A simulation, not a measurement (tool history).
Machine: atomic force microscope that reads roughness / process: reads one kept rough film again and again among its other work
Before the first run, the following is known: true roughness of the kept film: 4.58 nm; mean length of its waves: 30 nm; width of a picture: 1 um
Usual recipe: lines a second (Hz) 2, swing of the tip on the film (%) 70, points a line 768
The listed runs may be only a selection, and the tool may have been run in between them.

run   hour  lines a second (Hz)  swing of the tip on the film (%)  points a line  roughness of the kept film (nm (root mean square))
  1      0                    2                                70            768                                               3.126
  2   13.3                    2                                70            768                                               3.045
  3   21.8                    2                                70            768                                               2.953
  4   31.7                  3.9                                70            768                                               2.658
  5   37.6                  3.9                                70            768                                               2.607
  6   49.5                  3.9                                70            768                                               2.542
  7   63.6                  3.9                                70            768                                               3.177
  8   69.6                  3.9                                70            768                                               3.121
  9   82.1                  3.9                                70            768                                               3.005
 10   89.4                  3.9                                70            768                                               2.971
 11   96.7                  3.9                                70            768                                                 2.9
 12  104.7                  3.9                                70            768                                               2.852
 13  118.4                  3.9                                70            768                                               2.751
 14  127.4                    2                                70            332                                                2.91
 15  136.9                    2                                70            768                                               2.897
 16  151.6                    2                                70            768                                                3.58
 17  164.9                    2                                70            768                                               3.465
 18  171.8                    2                                70            768                                               3.394
 19  180.6                    2                                70            768                                               3.338
 20  187.5                    2                                70            276                                               3.219
 21  197.7                    2                                70            276                                               3.118
 22  206.4                    2                                70            276                                               3.035
 23  220.9                    2                                70            276                                               2.994
 24  227.4                    2                                70            957                                               2.976
 25  237.8                    2                                70            957                                               2.892
 26  245.2                    2                                70            957                                               2.863
 27  259.7                    2                                70            957                                               3.547
 28  271.7                 2.24                                78            957                                               3.204
 29  281.2                 0.64                                66            768                                               3.621
 30  287.3                 2.49                                70            888                                               3.222
 31  299.5                 2.49                                70            888                                                3.13
 32  306.2                 1.92                                58            359                                               3.316
 33  317.7                    2                                70            347                                               3.038
 34  330.3                 3.13                                58            278                                               3.011
 35  338.6                    2                                89            768                                               2.528
 36  348.5                 1.94                                89            321                                               2.457
 37  355.4                 0.78                                63            735                                               3.856
 38  366.5                 3.94                                66            735                                               3.272
 39  373.5                 1.62                                61            343                                               3.553
 40  386.7                 1.62                                61            343                                               3.399
 41  393.6                    2                                70            661                                                3.21
 42  401.6                 3.25                                70            768                                               3.008
 43  414.8                    2                                70            946                                               3.082
 44  420.7                    2                                70            946                                               3.031
 45  430.2                 0.62                                70            261                                               3.124
 46  443.2                    2                                79            344                                               2.691
 47    457                 0.51                                67            357                                               3.828

Taken out of this log: 7 entries between the listed runs. Where each belongs, and how the hidden state differs across it:
From run 6 to run 7: new tip fitted (hour 51.7)
  radius of the tip, nm: 24 -> 9.5; height scale over the true one, %: -0.42 -> -0.43
  what was measured, less what the result would be without the hidden state, roughness of the kept film (nm (root mean square)): -0.777 -> -0.155
From run 15 to run 16: new tip fitted (hour 151.4)
  radius of the tip, nm: 21.2 -> 7.3; height scale over the true one, %: -0.5 -> -0.52
  what was measured, less what the result would be without the hidden state, roughness of the kept film (nm (root mean square)): -0.741 -> -0.037
From run 20 to run 21: height scale calibrated on a step standard (hour 189.4)
  radius of the tip, nm: 13.1 -> 14.7; height scale over the true one, %: -0.55 -> -0.87
  what was measured, less what the result would be without the hidden state, roughness of the kept film (nm (root mean square)): -0.367 -> -0.454
From run 22 to run 23: height scale calibrated on a step standard, once more (hour 212.2)
  radius of the tip, nm: 16.3 -> 18.4; height scale over the true one, %: -0.88 -> 0.07
  what was measured, less what the result would be without the hidden state, roughness of the kept film (nm (root mean square)): -0.528 -> -0.601
From run 26 to run 27: new tip fitted (hour 253.2)
  radius of the tip, nm: 22.5 -> 8; height scale over the true one, %: 0.05 -> 0.03
  what was measured, less what the result would be without the hidden state, roughness of the kept film (nm (root mean square)): -0.781 -> -0.061
From run 36 to run 37: new tip fitted (hour 352.7)
  radius of the tip, nm: 22.3 -> 7.5; height scale over the true one, %: -0.05 -> -0.06
  what was measured, less what the result would be without the hidden state, roughness of the kept film (nm (root mean square)): -0.666 -> -0.038
From run 46 to run 47: new tip fitted (hour 452)
  radius of the tip, nm: 21.7 -> 7.9; height scale over the true one, %: -0.14 -> -0.15
  what was measured, less what the result would be without the hidden state, roughness of the kept film (nm (root mean square)): -0.702 -> -0.064

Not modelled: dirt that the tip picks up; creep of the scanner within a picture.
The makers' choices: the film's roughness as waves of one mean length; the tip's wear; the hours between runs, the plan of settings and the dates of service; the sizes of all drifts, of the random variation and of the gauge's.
